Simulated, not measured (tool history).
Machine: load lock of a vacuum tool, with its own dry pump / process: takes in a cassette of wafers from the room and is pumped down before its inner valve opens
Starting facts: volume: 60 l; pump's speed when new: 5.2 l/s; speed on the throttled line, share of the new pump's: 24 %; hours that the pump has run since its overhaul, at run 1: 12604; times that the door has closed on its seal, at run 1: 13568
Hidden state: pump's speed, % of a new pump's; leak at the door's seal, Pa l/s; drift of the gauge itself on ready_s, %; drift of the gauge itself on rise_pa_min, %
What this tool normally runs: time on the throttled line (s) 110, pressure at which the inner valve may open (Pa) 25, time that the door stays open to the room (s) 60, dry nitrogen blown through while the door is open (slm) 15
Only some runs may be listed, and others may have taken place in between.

| run | day | time on the throttled line (s) | pressure at which the inner valve may open (Pa) | time that the door stays open to the room (s) | dry nitrogen blown through while the door is open (slm) | hours that the pump has run since its overhaul | times that the door has closed on its seal | incoming humidity of the room's air, % | time from the closed door until the inner valve may open (s) | rise of the pressure with all valves shut (Pa/min) |
|---|---|---|---|---|---|---|---|---|---|---|
| 1 | 0 | 110 | 25 | 60 | 15 | 12604 | 13568 | 45.6 | 186.8 | 0.105 |
| 2 | 12.104 | 110 | 22 | 60 | 15 | 12895 | 14851 | 43.6 | 189.5 | 0.11 |
| 3 | 25.012 | 110 | 25 | 60 | 15 | 13204 | 16219 | 44.5 | 188.1 | 0.125 |
| 4 | 42.429 | 110 | 25 | 60 | 15 | 13622 | 18065 | 44.2 | 189.9 | 0.139 |
| 5 | 56.254 | 110 | 25 | 60 | 15 | 13954 | 19530 | 44.2 | 189.9 | 0.149 |
| 6 | 72.458 | 110 | 25 | 33 | 15 | 14343 | 21247 | 45.8 | 191.9 | 0.164 |
| 7 | 86.454 | 110 | 25 | 33 | 15 | 14679 | 22730 | 45.7 | 192.2 | 0.18 |
| 8 | 96.438 | 110 | 25 | 33 | 15 | 14919 | 23788 | 46.7 | 190.6 | 0.188 |
| 9 | 106.05 | 110 | 25 | 33 | 15 | 15149 | 24807 | 45.7 | 190.7 | 0.199 |
| 10 | 117.629 | 110 | 25 | 33 | 15 | 15427 | 26034 | 45.4 | 191.8 | 0.212 |
| 11 | 126.962 | 110 | 21 | 60 | 15 | 15651 | 27023 | 41.2 | 193.5 | 0.221 |
| 12 | 143.183 | 110 | 25 | 60 | 22 | 16040 | 28742 | 46 | 194.7 | 0.243 |
| 13 | 153.188 | 110 | 25 | 60 | 22 | 16281 | 29802 | 44.5 | 194 | 0.254 |
| 14 | 163.967 | 110 | 25 | 60 | 22 | 16539 | 30945 | 45.8 | 194.2 | 0.262 |
| 15 | 178.142 | 110 | 25 | 60 | 22 | 16880 | 32447 | 43.4 | 194.6 | 0.282 |
| 16 | 189.554 | 110 | 25 | 60 | 22 | 17153 | 33656 | 46.3 | 191.4 | 0.298 |
| 17 | 200.288 | 110 | 25 | 60 | 15 | 17411 | 34793 | 47.7 | 194 | 0.32 |
| 18 | 217.767 | 110 | 25 | 60 | 15 | 17831 | 36646 | 45.4 | 196.1 | 0.34 |
| 19 | 229.854 | 110 | 25 | 60 | 15 | 18121 | 37927 | 41 | 195.1 | 0.359 |
| 20 | 242.242 | 82 | 22 | 60 | 15 | 18418 | 39240 | 43 | 176.6 | 0.375 |
| 21 | 256.158 | 110 | 23 | 86 | 23 | 18752 | 40714 | 45.2 | 194.8 | 0.395 |
| 22 | 273.142 | 110 | 37 | 192 | 15 | 19159 | 42514 | 42.7 | 189.4 | 0.424 |
| 23 | 290.192 | 76 | 26 | 101 | 6 | 19569 | 44321 | 42.7 | 171.3 | 0.475 |
| 24 | 306.95 | 76 | 44 | 149 | 7 | 19971 | 46097 | 45.5 | 164.5 | 0.5 |
| 25 | 316.438 | 76 | 44 | 149 | 7 | 20199 | 47102 | 44.5 | 164.1 | 0.51 |
| 26 | 332.396 | 110 | 25 | 145 | 15 | 20582 | 48794 | 45.6 | 198 | 0.532 |
| 27 | 340.554 | 61 | 28 | 70 | 27 | 20777 | 49658 | 45.8 | 162.5 | 0.537 |
| 28 | 351.483 | 110 | 23 | 108 | 10 | 21040 | 50816 | 42.9 | 198.4 | 0.557 |
| 29 | 360.017 | 80 | 23 | 108 | 10 | 21245 | 51721 | 48.6 | 176.9 | 0.573 |
| 30 | 370.562 | 80 | 23 | 108 | 10 | 21498 | 52838 | 47.4 | 179 | 0.595 |
|  | 376.771 | dry pump taken out, an overhauled one fitted |
| 31 | 380.379 | 144 | 19 | 53 | 26 | 87 | 53852 | 45.1 | 208.9 | 0.613 |
| 32 | 388.096 | 201 | 25 | 53 | 15 | 272 | 54670 | 45.2 | 249.8 | 0.628 |
| 33 | 398.762 | 201 | 25 | 53 | 15 | 528 | 55800 | 45.1 | 250.6 | 0.639 |
| 34 | 408.65 | 110 | 37 | 68 | 5 | 765 | 56848 | 46.7 | 175.9 | 0.668 |
| 35 | 425.212 | 56 | 37 | 78 | 10 | 1163 | 58603 | 44.2 | 135.8 | 0.71 |
| 36 | 436.954 | 56 | 43 | 34 | 10 | 1444 | 59847 | 45.1 | 132.9 | 0.718 |
|  | 447.654 | door's seal changed, seat wiped |
| 37 | 451.075 | 56 | 43 | 34 | 10 | 1782 | 363 | 48.1 | 134.2 | 0.016 |

Across each entry between runs, compare the hidden state at the last listed run before it with the hidden state at the first listed run after it:
From run 30 to run 31: dry pump taken out, an overhauled one fitted (day 376.771)
  pump's speed, % of a new pump's: 78.8 -> 99.1; leak at the door's seal, Pa l/s: 0.5785 -> 0.5956
  what was measured, less what the result would be without the hidden state, time from the closed door until the inner valve may open (s): +21.2 -> +0.6; rise of the pressure with all valves shut (Pa/min): +0.569 -> +0.597
From run 36 to run 37: door's seal changed, seat wiped (day 447.654)
  pump's speed, % of a new pump's: 97.7 -> 97.3; leak at the door's seal, Pa l/s: 0.7024 -> 0.0035
  what was measured, less what the result would be without the hidden state, time from the closed door until the inner valve may open (s): +1.8 -> +2.1; rise of the pressure with all valves shut (Pa/min): +0.698 -> +0.002
